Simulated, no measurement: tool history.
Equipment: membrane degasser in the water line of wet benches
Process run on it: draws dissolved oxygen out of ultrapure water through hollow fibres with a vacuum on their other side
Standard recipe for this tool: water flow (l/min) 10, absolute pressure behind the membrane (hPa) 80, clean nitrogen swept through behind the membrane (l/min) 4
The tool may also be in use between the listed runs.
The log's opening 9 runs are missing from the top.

run,hour,water flow (l/min),absolute pressure behind the membrane (hPa),clean nitrogen swept through behind the membrane (l/min),hours since the membrane was changed,hours since the vacuum gauge was calibrated,hours since the vacuum lines were made tight,dissolved oxygen in the water behind the degasser (ppb),pressure that the water loses in the fibres (hPa)
10,381.7,10,81.7,4,1847,1118,2362,126,649.9
11,422.4,10,189,4,1888,1159,2403,192.1,652.4
12,446.5,10,189,4,1912,1183,2427,189.7,651.2
13,469.3,14,80,4,1935,1206,2449,238.2,908.5
14,494.5,10,66,4,1960,1231,2475,116.6,654.7
15,541.1,9,66,4,2007,1278,2521,95.2,584.9
16,570.6,9,66,4,2036,1307,2551,95.4,584.3
17,620.2,10,126.3,3.42,2086,1357,2600,163.2,645.8
18,645,10,157.5,4,2111,1382,2625,170,648.5
19,672.8,10,157.5,4,2138,1409,2653,171.8,649.8
20,725.6,6,113.2,4,2191,1462,2706,54.4,388.1
21,767.4,6,113.2,4,2233,1504,2748,54.7,389.3
22,814.7,10,93.6,3.65,2280,1551,2795,137.1,653.7
23,854.7,6,117,3.65,2320,1591,2835,58.8,389.5
24,889.4,7,80,3.88,2355,1626,2870,59.7,452.7
25,911.8,8,80,3.88,2377,1648,2892,80.1,526.3
26,934.8,16,67.4,4.12,2400,1671,2915,286.1,1041.6
27,973.8,16,67.4,4.12,2439,1710,2954,286.8,1037.5
28,1027.8,16,67.4,4.12,2493,1764,3008,291.9,1040.4
29,1080.1,16,67.4,4.12,2546,1817,3060,290.8,1039
30,1113.7,15,80,4,2579,1850,3094,273,975.6
31,1163.5,13,67.4,4.75,2629,1900,3144,197.8,845.2

Alternative continuations, all from the tool just after run 31; predict every row:
A,1189.3,10,80,8.45,2655,1926,3169,?,?
B,1189.3,15,149.5,8.62,2655,1926,3169,?,?
C,1189.3,9,80,4,2655,1926,3169,?,?
D,1189.3,9,144.1,2.04,2655,1926,3169,?,?

run,dissolved oxygen in the water behind the degasser (ppb),pressure that the water loses in the fibres (hPa)
A,111.2,647.7
B,273.3,975.2
C,102.4,589.5
D,193.2,584.8
With no hidden state in the tool, these same runs would have given:
run,dissolved oxygen in the water behind the degasser (ppb),pressure that the water loses in the fibres (hPa)
A,111.1,647.6
B,273.1,975
C,102.4,589.4
D,193.2,584.7
